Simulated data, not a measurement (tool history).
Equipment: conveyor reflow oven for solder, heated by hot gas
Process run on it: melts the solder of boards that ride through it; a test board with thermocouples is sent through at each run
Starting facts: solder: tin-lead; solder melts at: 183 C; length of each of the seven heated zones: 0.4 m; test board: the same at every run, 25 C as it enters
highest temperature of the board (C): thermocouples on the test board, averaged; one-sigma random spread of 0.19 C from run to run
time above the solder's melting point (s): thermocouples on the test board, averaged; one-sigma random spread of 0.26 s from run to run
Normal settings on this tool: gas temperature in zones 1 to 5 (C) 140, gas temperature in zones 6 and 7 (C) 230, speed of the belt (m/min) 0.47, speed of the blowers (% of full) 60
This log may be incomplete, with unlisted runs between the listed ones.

| run | day | gas temperature in zones 1 to 5 (C) | gas temperature in zones 6 and 7 (C) | speed of the belt (m/min) | speed of the blowers (% of full) | highest temperature of the board (C) | time above the solder's melting point (s) |
|---|---|---|---|---|---|---|---|
| 1 | 0 | 140 | 230 | 0.47 | 60 | 213.6 | 72.8 |
| 2 | 0.567 | 140 | 230 | 0.47 | 60 | 213.5 | 72.9 |
| 3 | 1.238 | 140 | 230 | 0.47 | 60 | 213 | 72.4 |
| 4 | 1.925 | 154 | 230 | 0.47 | 60 | 215.8 | 83.5 |
| 5 | 2.767 | 140 | 230 | 0.47 | 60 | 213.4 | 72.7 |
| 6 | 3.583 | 140 | 232 | 0.47 | 60 | 215 | 75 |
| 7 | 4.058 | 140 | 232 | 0.47 | 60 | 215.3 | 75.1 |
| 8 | 4.808 | 140 | 232 | 0.47 | 60 | 215.1 | 74.8 |
| 9 | 5.438 | 140 | 232 | 0.47 | 60 | 215.2 | 74.8 |
| 10 | 6.008 | 140 | 230 | 0.47 | 56 | 211.9 | 71.2 |
| 11 | 6.85 | 140 | 230 | 0.443 | 60 | 215 | 80.1 |
| 12 | 7.325 | 140 | 230 | 0.443 | 60 | 215.2 | 80.6 |
| 13 | 7.75 | 140 | 229 | 0.47 | 60 | 212.4 | 72 |
| 14 | 8.404 | 140 | 229 | 0.47 | 60 | 212.2 | 72 |
| 15 | 9.129 | 140 | 229 | 0.47 | 60 | 212.2 | 71.7 |
| 16 | 9.479 | 140 | 229 | 0.47 | 60 | 212.3 | 71.7 |
| 17 | 10.175 | 140 | 229 | 0.47 | 60 | 212.1 | 71.9 |
| 18 | 10.817 | 126 | 219 | 0.482 | 57 | 199.2 | 44.2 |
| 19 | 11.571 | 140 | 227 | 0.482 | 57 | 209 | 64.9 |
| 20 | 11.917 | 140 | 242 | 0.393 | 69 | 231.4 | 108.1 |
| 21 | 12.346 | 140 | 242 | 0.393 | 69 | 231.2 | 107.9 |
| 22 | 13.167 | 140 | 230 | 0.47 | 70 | 216.1 | 76.9 |
| 23 | 13.792 | 140 | 230 | 0.47 | 70 | 215.9 | 77 |
| 24 | 14.367 | 140 | 243 | 0.47 | 84 | 230.4 | 88.9 |
| 25 | 14.812 | 144 | 232 | 0.509 | 61 | 213.6 | 69.2 |
| 26 | 15.571 | 144 | 232 | 0.509 | 61 | 213.6 | 68.3 |
| 27 | 16.396 | 154 | 241 | 0.435 | 89 | 233.1 | 105 |
| 28 | 16.992 | 148 | 219 | 0.47 | 81 | 209.7 | 75.4 |
| 29 | 17.788 | 143 | 230 | 0.47 | 60 | 213.8 | 75 |
| 30 | 18.158 | 143 | 230 | 0.47 | 60 | 213.8 | 74.7 |
| 31 | 18.746 | 140 | 230 | 0.47 | 85 | 219.1 | 81 |

Not shown here: 2 entries made in the log between runs. Locate each between two listed runs and compare the hidden state at the listed run before it with the hidden state at the listed run after it:
In the gap between runs 4 and 5: flux residue cleaned out of gas plates and filters (day 2.179)
  heat that the gas passes to the board, % of a clean oven's: 99.9 -> 100
In the gap between runs 25 and 26: flux residue cleaned out of gas plates and filters (day 15.325)
  heat that the gas passes to the board, % of a clean oven's: 99.8 -> 100

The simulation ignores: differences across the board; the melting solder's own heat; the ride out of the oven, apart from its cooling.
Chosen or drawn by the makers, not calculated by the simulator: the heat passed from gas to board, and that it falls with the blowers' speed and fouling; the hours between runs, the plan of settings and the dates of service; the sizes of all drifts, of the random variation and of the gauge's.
